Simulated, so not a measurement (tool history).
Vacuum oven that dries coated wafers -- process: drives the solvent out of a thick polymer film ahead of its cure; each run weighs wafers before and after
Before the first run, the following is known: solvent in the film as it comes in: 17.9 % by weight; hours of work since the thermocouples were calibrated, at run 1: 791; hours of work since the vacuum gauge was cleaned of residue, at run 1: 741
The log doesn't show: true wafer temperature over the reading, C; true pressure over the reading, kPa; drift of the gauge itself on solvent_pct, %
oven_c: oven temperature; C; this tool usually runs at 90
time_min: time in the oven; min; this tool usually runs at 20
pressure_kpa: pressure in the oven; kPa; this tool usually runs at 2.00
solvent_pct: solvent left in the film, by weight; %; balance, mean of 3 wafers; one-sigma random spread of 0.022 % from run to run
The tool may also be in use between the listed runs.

run   hour  oven_c  time_min  pressure_kpa  hours of work since the thermocouples were calibrated  hours of work since the vacuum gauge was cleaned of residue  solvent_pct
  1    0.0      90        20          2.00                                                    791                                                          741         2.98
  2   27.0      90        20          2.00                                                    809                                                          759         2.96
  3   43.7      90        20          2.00                                                    820                                                          770         2.94
  4   56.8      90        20          2.00                                                    828                                                          778         2.98
  5   73.0      90        20          2.00                                                    839                                                          789         2.96
  6   85.3      90        20          2.00                                                    847                                                          797         2.96
  7  106.6     104        20          2.00                                                    861                                                          811         1.40
     128.3  -- oven's thermocouples calibrated
  8  136.9      90        20          2.00                                                      6                                                          829         2.98
  9  156.7      90        20          7.07                                                     19                                                          842         8.32
 10  182.2      90        20          2.00                                                     35                                                          859         3.04
 11  203.4      90        20          2.00                                                     49                                                          873         2.99
 12  228.3      90        20          2.00                                                     65                                                          889         3.00
 13  241.1      89        20          2.00                                                     74                                                          897         3.19
 14  263.4      89        20          2.00                                                     88                                                          912         3.16
 15  288.0     101        20          2.00                                                    104                                                          928         1.62
 16  309.5      90        20          2.00                                                    118                                                          942         3.01
 17  327.2      90        20          2.00                                                    130                                                          954         2.99
 18  346.1      90        20          6.61                                                    142                                                          966         7.77
 19  359.0      90        20          2.00                                                    151                                                          975         2.97
 20  371.8      90        20          2.00                                                    159                                                          983         3.00
 21  393.4      90        20          7.01                                                    173                                                          997         8.22
 22  407.8      90        33          7.01                                                    183                                                         1006         7.77
 23  420.8      90        33          7.01                                                    191                                                         1015         7.76
 24  433.7      90        11          7.01                                                    200                                                         1023         9.47
 25  458.1      90        11          4.82                                                    216                                                         1039         7.51
 26  469.7      90        14          1.47                                                    223                                                         1047         3.46
 27  482.6      95        14          2.80                                                    232                                                         1055         3.64
 28  510.0      80        19          2.98                                                    250                                                         1073         6.87
 29  522.3      80        19          2.98                                                    258                                                         1081         6.79
 30  534.3      80        19          2.98                                                    265                                                         1089         6.87
 31  561.1      80        11          2.00                                                    283                                                         1107         7.80
 32  587.5      80        11          2.00                                                    300                                                         1124         7.83
 33  605.7      80        10          2.00                                                    312                                                         1136         8.17
 34  620.9      89        13          2.00                                                    322                                                         1146         4.55
 35  648.4      89        18          3.14                                                    340                                                         1164         4.59
 36  672.7      86        10          3.14                                                    356                                                         1180         7.53
 37  696.5      95        20          2.00                                                    372                                                         1195         2.21
 38  725.1      84        31          5.86                                                    390                                                         1214         8.44
 39  738.6      84        31          5.86                                                    399                                                         1223         8.42
 40  754.9      84        31          5.86                                                    410                                                         1233         8.32
 41  771.6      84        31          5.86                                                    421                                                         1244         8.42
 42  795.2      84        31          5.86                                                    436                                                         1260         8.44
 43  823.7      84        31          5.86                                                    455                                                         1278         8.39

Branching from run 43: 5 alternative next runs. What would each branch give?
  A  843.3      90        10          2.00                                                    468                                                         1291            ?
  B  843.3      90        22          2.00                                                    468                                                         1291            ?
  C  843.3     102        24          5.27                                                    468                                                         1291            ?
  D  843.3      78        11          5.86                                                    468                                                         1291            ?
  E  843.3      98        23          6.29                                                    468                                                         1291            ?

run  solvent_pct
  A         5.32
  B         2.82
  C         3.75
  D        12.79
  E         5.26
Take away the tool's hidden state, keep each run's random variation, and the runs would have read:
run  solvent_pct
  A         5.32
  B         2.82
  C         3.75
  D        12.80
  E         5.26

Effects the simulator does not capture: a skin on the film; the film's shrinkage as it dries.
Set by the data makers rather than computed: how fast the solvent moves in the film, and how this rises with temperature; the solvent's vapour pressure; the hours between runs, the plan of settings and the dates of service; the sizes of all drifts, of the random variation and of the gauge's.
